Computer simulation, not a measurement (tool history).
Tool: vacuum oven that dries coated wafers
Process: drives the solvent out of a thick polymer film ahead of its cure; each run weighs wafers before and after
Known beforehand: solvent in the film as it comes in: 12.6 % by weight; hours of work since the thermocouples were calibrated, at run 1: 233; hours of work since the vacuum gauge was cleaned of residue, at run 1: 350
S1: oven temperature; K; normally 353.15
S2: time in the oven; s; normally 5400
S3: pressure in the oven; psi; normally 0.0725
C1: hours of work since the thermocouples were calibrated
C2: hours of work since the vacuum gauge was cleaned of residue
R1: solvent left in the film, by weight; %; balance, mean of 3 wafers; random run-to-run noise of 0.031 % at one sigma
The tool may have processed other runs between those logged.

run 1 hour=0 | S1=353.15 S2=5400 S3=0.0725 | C1=233 C2=350 | R1=2.06
run 2 hour=10.9 | S1=353.15 S2=5400 S3=0.0725 | C1=240 C2=356 | R1=2.06
run 3 hour=23.3 | S1=353.15 S2=5400 S3=0.0725 | C1=247 C2=363 | R1=2.11
run 4 hour=31.7 | S1=353.15 S2=7800 S3=0.0725 | C1=252 C2=368 | R1=1.14
run 5 hour=45 | S1=351.15 S2=5400 S3=0.0725 | C1=260 C2=376 | R1=2.33
run 6 hour=57.8 | S1=351.15 S2=2820 S3=0.0725 | C1=267 C2=383 | R1=4.67
run 7 hour=67.1 | S1=351.15 S2=2820 S3=0.0725 | C1=273 C2=389 | R1=4.66
run 8 hour=80.3 | S1=353.15 S2=5400 S3=0.0725 | C1=280 C2=396 | R1=2
run 9 hour=94.1 | S1=353.15 S2=5400 S3=0.0953 | C1=288 C2=405 | R1=2.15
run 10 hour=106 | S1=353.15 S2=5400 S3=0.1585 | C1=295 C2=412 | R1=2.41
run 11 hour=117.7 | S1=353.15 S2=5400 S3=0.1585 | C1=302 C2=418 | R1=2.36
run 12 hour=130.3 | S1=353.15 S2=5400 S3=0.1585 | C1=309 C2=426 | R1=2.35
run 13 hour=141.3 | S1=353.15 S2=9120 S3=0.0725 | C1=316 C2=432 | R1=0.88
run 14 hour=149.6 | S1=353.15 S2=2820 S3=0.0725 | C1=321 C2=437 | R1=4.32
run 15 hour=156 | S1=353.15 S2=7440 S3=0.1279 | C1=325 C2=441 | R1=1.43
run 16 hour=162.8 | S1=353.15 S2=7440 S3=0.1279 | C1=328 C2=445 | R1=1.38
run 17 hour=173.7 | S1=341.15 S2=3900 S3=0.0725 | C1=335 C2=451 | R1=5.3
-- hour=176.7 oven's thermocouples calibrated
run 18 hour=184.2 | S1=341.15 S2=9540 S3=0.0725 | C1=4 C2=456 | R1=2.32

What will run 19 give?
run 19 hour=191.4 | S1=341.15 S2=9540 S3=0.0725 | C1=9 C2=460 | R1=?

{"run 19": {"R1": 2.3}}
On a tool with no hidden condition, and with the same random variation, this run would have come out at R1 2.13 %.
